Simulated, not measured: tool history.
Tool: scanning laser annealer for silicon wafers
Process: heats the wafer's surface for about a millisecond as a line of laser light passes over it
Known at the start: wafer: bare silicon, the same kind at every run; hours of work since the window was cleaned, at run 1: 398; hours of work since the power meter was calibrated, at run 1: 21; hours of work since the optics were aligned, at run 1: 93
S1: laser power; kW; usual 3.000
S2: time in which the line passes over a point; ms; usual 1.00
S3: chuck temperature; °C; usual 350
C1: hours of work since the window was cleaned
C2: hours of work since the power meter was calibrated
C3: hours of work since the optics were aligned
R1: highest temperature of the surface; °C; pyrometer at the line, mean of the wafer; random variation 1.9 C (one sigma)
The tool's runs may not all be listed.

run 1 hour=0.0 | S1=3.000 S2=1.00 S3=350 | C1=398 C2=21 C3=93 | R1=1100
run 2 hour=7.8 | S1=3.000 S2=1.00 S3=350 | C1=404 C2=27 C3=98 | R1=1105
run 3 hour=15.8 | S1=3.000 S2=1.00 S3=350 | C1=410 C2=33 C3=105 | R1=1104
run 4 hour=23.0 | S1=3.000 S2=1.00 S3=350 | C1=416 C2=39 C3=110 | R1=1098
run 5 hour=27.2 | S1=3.000 S2=1.00 S3=350 | C1=419 C2=42 C3=113 | R1=1102
run 6 hour=36.3 | S1=3.184 S2=1.00 S3=350 | C1=426 C2=49 C3=120 | R1=1155
run 7 hour=42.4 | S1=3.000 S2=0.99 S3=350 | C1=430 C2=53 C3=125 | R1=1100
run 8 hour=49.7 | S1=3.169 S2=1.00 S3=350 | C1=436 C2=59 C3=130 | R1=1151
run 9 hour=59.5 | S1=3.169 S2=1.00 S3=350 | C1=443 C2=66 C3=137 | R1=1151
run 10 hour=69.1 | S1=2.726 S2=1.00 S3=350 | C1=450 C2=74 C3=145 | R1=1026
run 11 hour=73.6 | S1=2.726 S2=1.00 S3=350 | C1=454 C2=77 C3=148 | R1=1026
run 12 hour=78.0 | S1=3.000 S2=1.00 S3=350 | C1=457 C2=80 C3=151 | R1=1104
run 13 hour=87.2 | S1=2.817 S2=1.00 S3=350 | C1=464 C2=87 C3=158 | R1=1049
run 14 hour=92.0 | S1=2.817 S2=1.00 S3=350 | C1=468 C2=91 C3=162 | R1=1050
run 15 hour=100.4 | S1=3.000 S2=1.00 S3=350 | C1=474 C2=97 C3=168 | R1=1099
run 16 hour=104.6 | S1=3.000 S2=1.00 S3=341 | C1=477 C2=100 C3=171 | R1=1094
run 17 hour=108.8 | S1=3.238 S2=1.00 S3=350 | C1=480 C2=103 C3=175 | R1=1171
run 18 hour=117.2 | S1=3.238 S2=1.00 S3=350 | C1=487 C2=110 C3=181 | R1=1170
run 19 hour=126.2 | S1=3.000 S2=0.93 S3=350 | C1=493 C2=117 C3=188 | R1=1075
run 20 hour=130.6 | S1=3.000 S2=0.93 S3=350 | C1=497 C2=120 C3=191 | R1=1074
run 21 hour=140.6 | S1=2.693 S2=1.16 S3=350 | C1=504 C2=127 C3=199 | R1=1067
run 22 hour=150.0 | S1=2.693 S2=1.16 S3=350 | C1=511 C2=135 C3=206 | R1=1068
run 23 hour=156.8 | S1=2.896 S2=1.24 S3=387 | C1=517 C2=140 C3=211 | R1=1190
run 24 hour=163.4 | S1=2.896 S2=1.24 S3=387 | C1=522 C2=145 C3=216 | R1=1192
run 25 hour=172.2 | S1=2.952 S2=1.00 S3=350 | C1=528 C2=151 C3=222 | R1=1087
run 26 hour=179.3 | S1=2.952 S2=1.00 S3=358 | C1=534 C2=157 C3=228 | R1=1100
run 27 hour=187.2 | S1=2.952 S2=1.00 S3=358 | C1=540 C2=163 C3=234 | R1=1097
run 28 hour=195.0 | S1=3.109 S2=1.20 S3=384 | C1=545 C2=168 C3=240 | R1=1245
run 29 hour=203.7 | S1=3.109 S2=1.20 S3=384 | C1=552 C2=175 C3=246 | R1=1246
run 30 hour=212.9 | S1=3.109 S2=1.20 S3=384 | C1=559 C2=182 C3=253 | R1=1243
run 31 hour=221.8 | S1=3.078 S2=1.00 S3=366 | C1=566 C2=189 C3=260 | R1=1136
run 32 hour=231.7 | S1=3.000 S2=0.93 S3=350 | C1=573 C2=196 C3=267 | R1=1073
run 33 hour=237.4 | S1=3.000 S2=0.93 S3=350 | C1=577 C2=201 C3=272 | R1=1074

Forecast run 34:
run 34 hour=242.5 | S1=3.000 S2=0.93 S3=350 | C1=581 C2=204 C3=275 | R1=?

Run 34 gave R1 1073 °C.
Without the tool's hidden state the same run would have given R1 1073 °C.

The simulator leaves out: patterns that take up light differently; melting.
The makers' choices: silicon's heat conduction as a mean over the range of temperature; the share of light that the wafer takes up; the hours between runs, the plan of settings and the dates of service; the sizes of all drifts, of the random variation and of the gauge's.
